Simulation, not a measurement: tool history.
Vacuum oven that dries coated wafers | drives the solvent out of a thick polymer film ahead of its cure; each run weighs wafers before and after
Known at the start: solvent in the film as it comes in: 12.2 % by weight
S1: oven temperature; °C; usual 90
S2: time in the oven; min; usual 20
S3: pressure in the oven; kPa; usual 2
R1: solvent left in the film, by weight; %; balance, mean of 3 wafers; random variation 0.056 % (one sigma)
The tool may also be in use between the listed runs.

| run | hour | S1 | S2 | S3 | R1 |
|---|---|---|---|---|---|
| 1 | 0 | 90 | 20 | 2 | 3.11 |
| 2 | 49.9 | 90 | 19 | 2 | 3.18 |
| 3 | 89.9 | 90 | 20 | 7.39 | 8.61 |
| 4 | 148.9 | 103 | 20 | 2 | 1.8 |
| 5 | 198.8 | 90 | 20 | 2.65 | 3.8 |
| 6 | 248.2 | 90 | 20 | 2.65 | 3.79 |
| 7 | 313.9 | 90 | 20 | 2.65 | 3.76 |
| 8 | 348.1 | 90 | 20 | 2.65 | 3.93 |
| 9 | 385.7 | 90 | 20 | 2.65 | 3.72 |
| 10 | 442.3 | 90 | 20 | 5.49 | 6.67 |
| 11 | 484.3 | 90 | 20 | 5.49 | 6.91 |
| 12 | 511.2 | 90 | 20 | 2 | 3.16 |
| 13 | 573.4 | 90 | 20 | 2 | 3.11 |
| 14 | 619 | 98 | 20 | 2 | 2.16 |
| 15 | 677.5 | 98 | 20 | 2.26 | 2.45 |
| 16 | 728.7 | 98 | 11 | 2.26 | 2.57 |
| 17 | 772.3 | 90 | 32 | 2 | 3.04 |
| 18 | 834.9 | 90 | 32 | 2 | 2.97 |
| 19 | 862.2 | 90 | 20 | 2 | 3.27 |
| 20 | 918.4 | 90 | 20 | 2 | 3.26 |
| 21 | 945.3 | 90 | 20 | 2 | 3.25 |
| 22 | 983.5 | 78 | 20 | 4.92 | 10.15 |
| 23 | 1010.4 | 84 | 20 | 4.03 | 6.74 |
| 24 | 1058.5 | 84 | 20 | 4.03 | 6.87 |
| 25 | 1109.2 | 84 | 20 | 4.03 | 7.12 |
| 26 | 1136.5 | 84 | 11 | 2.36 | 6.04 |
| 27 | 1185.3 | 84 | 11 | 2.36 | 5.97 |
| 28 | 1214.4 | 82 | 29 | 2.22 | 4.69 |
| 29 | 1275.8 | 90 | 19 | 3.74 | 5.11 |
| 30 | 1324.3 | 105 | 19 | 1.07 | 1.21 |
|  | 1365.2 | oven's thermocouples calibrated |
| 31 | 1392 | 102 | 35 | 5 | 4.25 |
| 32 | 1419.5 | 90 | 29 | 1.53 | 2.88 |
| 33 | 1477.3 | 90 | 29 | 1.53 | 2.82 |
| 34 | 1542.1 | 102 | 20 | 2 | 2.19 |
| 35 | 1586.9 | 93 | 17 | 1.36 | 2.54 |
| 36 | 1649.3 | 93 | 17 | 1.36 | 2.65 |
| 37 | 1707 | 90 | 28 | 2 | 3.53 |
| 38 | 1734.9 | 90 | 28 | 2 | 3.29 |
|  | 1753.8 | vacuum gauge cleaned of residue and calibrated |
| 39 | 1798.4 | 90 | 16 | 2.94 | 3.62 |
| 40 | 1831.9 | 90 | 26 | 1.25 | 1.52 |
| 41 | 1891.5 | 90 | 23 | 2.47 | 2.77 |

Measured less the same run without the tool's hidden state. The same run-to-run variation is in both; the gauge's scatter may not be:
The hidden state here: true wafer temperature over the reading, C; true pressure over the reading, kPa; drift of the gauge itself on solvent_pct, %.
| run | R1 |
|---|---|
| 1 | +0.67 |
| 2 | +0.67 |
| 3 | +0.62 |
| 4 | +0.44 |
| 5 | +0.67 |
| 6 | +0.67 |
| 7 | +0.67 |
| 8 | +0.68 |
| 9 | +0.67 |
| 10 | +0.62 |
| 11 | +0.63 |
| 12 | +0.7 |
| 13 | +0.69 |
| 14 | +0.56 |
| 15 | +0.58 |
| 16 | +0.49 |
| 17 | +0.78 |
| 18 | +0.78 |
| 19 | +0.72 |
| 20 | +0.73 |
| 21 | +0.73 |
| 22 | +0.79 |
| 23 | +0.71 |
| 24 | +0.73 |
| 25 | +0.74 |
| 26 | +0.55 |
| 27 | +0.55 |
| 28 | +0.95 |
| 29 | +0.67 |
| 30 | +0.54 |
| 31 | +0.72 |
| 32 | +1.08 |
| 33 | +1.09 |
| 34 | +0.71 |
| 35 | +0.95 |
| 36 | +0.98 |
| 37 | +1.12 |
| 38 | +1.1 |
| 39 | -0.07 |
| 40 | -0.01 |
| 41 | -0.04 |

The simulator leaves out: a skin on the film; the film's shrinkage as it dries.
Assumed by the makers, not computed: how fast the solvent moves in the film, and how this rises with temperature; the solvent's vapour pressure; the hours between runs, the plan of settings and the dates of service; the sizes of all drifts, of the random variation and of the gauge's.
